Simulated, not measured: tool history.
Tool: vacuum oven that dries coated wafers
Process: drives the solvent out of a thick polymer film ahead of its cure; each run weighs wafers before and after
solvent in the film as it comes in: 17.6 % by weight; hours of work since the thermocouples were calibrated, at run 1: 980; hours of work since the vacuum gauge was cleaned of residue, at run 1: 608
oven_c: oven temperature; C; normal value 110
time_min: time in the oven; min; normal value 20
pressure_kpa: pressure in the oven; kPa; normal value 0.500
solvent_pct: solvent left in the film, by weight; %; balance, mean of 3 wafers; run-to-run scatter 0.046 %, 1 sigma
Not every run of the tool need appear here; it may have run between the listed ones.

run	hour	oven_c	time_min	pressure_kpa	hours of work since the thermocouples were calibrated	hours of work since the vacuum gauge was cleaned of residue	solvent_pct
1	0.0	110	20	0.500	980	608	1.44
2	102.9	110	20	0.500	1025	653	1.42
3	201.1	110	20	0.824	1069	696	1.83
4	256.1	110	20	0.824	1093	721	1.82
5	351.7	110	20	0.500	1135	763	1.44
6	438.7	110	20	0.500	1173	801	1.50
7	485.7	110	20	0.500	1194	821	1.47
8	548.1	110	20	0.500	1221	849	1.51
9	630.3	110	20	0.500	1257	885	1.45
10	697.4	110	20	0.648	1287	914	1.64
11	777.4	110	20	0.648	1322	950	1.65
12	882.3	110	20	0.648	1368	996	1.59
# hour 957.7: oven's thermocouples calibrated
13	973.8	110	30	0.648	7	1035	0.93
14	1058.2	110	30	0.648	44	1072	0.94
15	1103.3	110	30	0.648	64	1092	0.90
16	1178.4	110	14	0.500	97	1125	2.67
17	1245.2	110	14	0.500	126	1154	2.73
18	1343.0	110	14	0.500	169	1197	2.73
19	1432.8	110	20	0.500	209	1237	1.51
20	1501.7	110	20	0.961	239	1267	1.96
21	1590.8	110	20	0.961	278	1306	1.81
22	1660.0	110	20	0.961	308	1336	1.90
23	1721.7	110	20	0.961	335	1363	1.80
24	1794.0	98	13	0.961	367	1395	6.34
25	1870.1	97	20	0.341	401	1429	3.85
26	1961.8	97	20	0.341	441	1469	3.81
27	2040.2	105	20	0.500	475	1503	2.28
28	2097.3	110	20	1.249	500	1528	2.12
29	2143.7	110	20	0.638	521	1549	1.63
30	2213.3	114	11	0.891	551	1579	3.15
31	2257.2	110	28	0.518	571	1599	0.87
32	2332.8	124	31	1.389	604	1632	0.85
33	2379.2	110	11	0.865	624	1652	4.11
34	2443.0	110	20	1.079	652	1680	2.05
35	2513.8	114	22	1.079	683	1711	1.38
36	2569.6	109	16	0.343	708	1736	2.29
37	2629.0	109	16	0.343	734	1762	2.32
38	2691.1	117	20	0.454	761	1789	0.71
# hour 2702.5: vacuum gauge cleaned of residue and calibrated
39	2758.2	124	27	0.500	790	24	0.23

Hidden state at the last listed run before each entry between runs and at the first one after, where it differs:
From run 12 to run 13: oven's thermocouples calibrated (hour 957.7)
  true wafer temperature over the reading, C: 0.03 -> 0
From run 38 to run 39: vacuum gauge cleaned of residue and calibrated (hour 2702.5)
  true pressure over the reading, kPa: 0.017 -> 0
